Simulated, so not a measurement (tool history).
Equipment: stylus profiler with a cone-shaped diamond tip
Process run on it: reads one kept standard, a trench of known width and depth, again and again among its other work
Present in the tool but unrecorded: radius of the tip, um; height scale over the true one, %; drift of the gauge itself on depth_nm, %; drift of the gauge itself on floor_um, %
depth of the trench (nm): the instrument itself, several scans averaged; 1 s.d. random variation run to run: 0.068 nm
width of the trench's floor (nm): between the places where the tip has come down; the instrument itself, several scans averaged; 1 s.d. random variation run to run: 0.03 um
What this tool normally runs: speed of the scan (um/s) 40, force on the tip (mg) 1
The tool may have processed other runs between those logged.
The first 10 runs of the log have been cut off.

run     day  speed of the scan (um/s)  force on the tip (mg)  scans with this tip  hours of work since the height scale was calibrated  depth of the trench (nm)  width of the trench's floor (nm)
 11    11.1                        40                      1                 8195                                                  657                    201.14                             17270
 12   12.15                        13                      1                 8413                                                  675                    201.15                             17480
 13  12.838                        13                      1                 8557                                                  686                    201.28                             17460
 14  13.454                        40                      1                 8686                                                  697                    201.08                             17160
 15  14.908                        40                      1                 8989                                                  721                    201.08                             17190
 16  16.392                        40                      1                 9299                                                  746                    201.05                             17240
 17  17.425                        40                      1                 9515                                                  763                     201.2                             17150
 18  18.717                        40                      1                 9784                                                  785                    201.09                             17120

Forecast run 19:
 19  19.325                        89                   0.44                 9911                                                  795                         ?                                 ?

depth of the trench (nm): 200.22
width of the trench's floor (nm): 16430
Without the tool's hidden state the same run would have given depth of the trench (nm) 200.88, width of the trench's floor (nm) 17240.
